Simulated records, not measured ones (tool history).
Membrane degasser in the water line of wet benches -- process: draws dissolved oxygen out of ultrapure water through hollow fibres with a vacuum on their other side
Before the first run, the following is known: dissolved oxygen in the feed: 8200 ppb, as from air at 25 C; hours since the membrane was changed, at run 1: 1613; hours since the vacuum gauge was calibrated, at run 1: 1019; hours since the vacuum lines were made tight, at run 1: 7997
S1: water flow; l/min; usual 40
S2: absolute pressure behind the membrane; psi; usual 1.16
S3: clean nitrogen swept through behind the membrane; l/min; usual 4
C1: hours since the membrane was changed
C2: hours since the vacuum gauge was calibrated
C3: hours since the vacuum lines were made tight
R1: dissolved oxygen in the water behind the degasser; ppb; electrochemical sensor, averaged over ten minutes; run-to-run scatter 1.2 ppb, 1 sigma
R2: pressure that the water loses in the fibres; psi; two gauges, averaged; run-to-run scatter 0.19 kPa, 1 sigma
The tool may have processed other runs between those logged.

run,hour,S1,S2,S3,C1,C2,C3,R1,R2
1,0,40,1.16,4,1613,1019,7997,120.1,5.34
2,247.8,40,1.014,4,1861,1267,8245,95.4,5.345
3,446.5,40,1.014,4,2060,1465,8444,94.6,5.291
4,652.9,40,1.16,1.79,2266,1672,8650,232.2,5.316
# hour 776.4: seals of the vacuum lines changed
5,859.9,40,1.16,1.79,2471,1877,83,236.3,5.353
6,1035.6,40,1.16,1.79,2647,2052,259,236.1,5.384
7,1191.3,40,1.16,1.79,2803,2208,415,238.6,5.323
8,1429.9,40,1.16,1.79,3041,2447,653,237.1,5.362
9,1627.7,40,1.16,1.79,3239,2645,851,233.6,5.352
10,1928.3,40,1.16,1.79,3540,2945,1152,231.5,5.352
11,2192,54,1.16,1.79,3803,3209,1416,318,7.197
12,2397.1,54,1.16,1.79,4008,3414,1621,309.7,7.229
13,2645.8,54,1.16,11.91,4257,3663,1869,70.2,7.24
14,2914.9,54,1.16,11.91,4526,3932,2139,70.6,7.217
15,3046.3,54,1.16,11.91,4658,4063,2270,70.3,7.24
16,3353,40,1.16,4,4964,4370,2577,118.4,5.361
17,3658.1,27,1.521,4,5269,4675,2882,117.5,3.585
18,3880.2,43,1.53,5.67,5492,4897,3104,139,5.765
19,4126.1,59,2.268,4,5737,5143,3350,429,7.867
20,4350.4,49,0.833,1.96,5962,5367,3574,149.6,6.582
21,4582.2,33,1.16,4.71,6194,5599,3806,83.6,4.415
22,4767.7,40,2.197,4,6379,5785,3991,278,5.317
23,4957.3,47,2.274,4,6569,5974,4181,337.6,6.298
24,5194.9,47,2.274,4,6806,6212,4418,341.6,6.283
25,5410.1,35,2.274,4.97,7021,6427,4634,207.3,4.68
26,5660,40,1.178,4,7271,6677,4884,122.2,5.348
27,5812.2,40,2.688,8.57,7424,6829,5036,179.9,5.35
28,6085.5,40,1.449,5.68,7697,7102,5309,120,5.361
29,6334.4,40,1.449,5.68,7946,7351,5558,117.6,5.356
30,6504.9,40,1.449,5.68,8116,7522,5728,119.5,5.316
# hour 6728: vacuum gauge calibrated
31,6816,33,1.24,2.16,8427,88,6039,184.9,4.427
32,7097.8,51,2.192,3.63,8709,370,6321,382.5,6.839

What if the next run were any one of these 4? Each begins from the tool's condition after run 32:
A,7256.1,51,2.192,5.27,8867,528,6479,?,?
B,7256.1,24,1.16,4,8867,528,6479,?,?
C,7256.1,32,2.853,4,8867,528,6479,?,?
D,7256.1,40,1.16,3.49,8867,528,6479,?,?

run,R1,R2
A,282.4,6.788
B,70.3,3.214
C,307.4,4.299
D,131.4,5.378
What these runs would have given with no unlogged condition in the tool:
run,R1,R2
A,282.2,6.776
B,70.2,3.21
C,307.3,4.292
D,131.3,5.369
